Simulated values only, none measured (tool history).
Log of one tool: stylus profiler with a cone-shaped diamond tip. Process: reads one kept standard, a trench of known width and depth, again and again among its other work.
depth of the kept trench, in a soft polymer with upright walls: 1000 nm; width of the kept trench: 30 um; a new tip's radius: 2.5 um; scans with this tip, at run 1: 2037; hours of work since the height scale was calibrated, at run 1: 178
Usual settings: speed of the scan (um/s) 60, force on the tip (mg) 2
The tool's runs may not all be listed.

run,hour,speed of the scan (um/s),force on the tip (mg),scans with this tip,hours of work since the height scale was calibrated,depth of the trench (nm),width of the trench's floor (um)
1,0,60,2,2037,178,1013.46,25.46
2,68.4,60,2,2414,211,1013.89,25.47
3,189.7,60,2,3082,270,1014.23,25.36
4,256.4,60,2,3450,302,1014.1,25.3
5,339.4,36,2,3908,342,1014.39,25.41
6,467.4,36,2,4613,404,1014.17,25.36
7,532.2,36,2,4970,435,1014.39,25.35
8,632.5,16,2,5523,483,1014.21,25.38
9,727.7,16,2,6048,529,1014.6,25.38
10,831,60,2,6617,579,1014.35,24.99
11,884.2,60,2,6910,605,1014.68,24.95
12,945.3,60,2,7247,634,1014.36,24.94
13,1020.3,60,2,7660,670,1014.24,24.91
14,1136.9,60,2,8303,726,1014.64,24.87
15,1199.2,60,2,8646,756,1014.54,24.87
16,1306.9,29,2.81,9240,808,1018.35,25
17,1394.5,28,1.97,9722,851,1014.81,24.92
18,1463.5,28,1.97,10103,884,1015.06,24.84

Run 19 comes next. What will it give?
19,1588.3,60,3.54,10791,944,?,?

depth of the trench (nm): 1021.64
width of the trench's floor (um): 24.65
Without the tool's hidden state the same run would have given depth of the trench (nm) 1020.03, width of the trench's floor (um) 25.68.
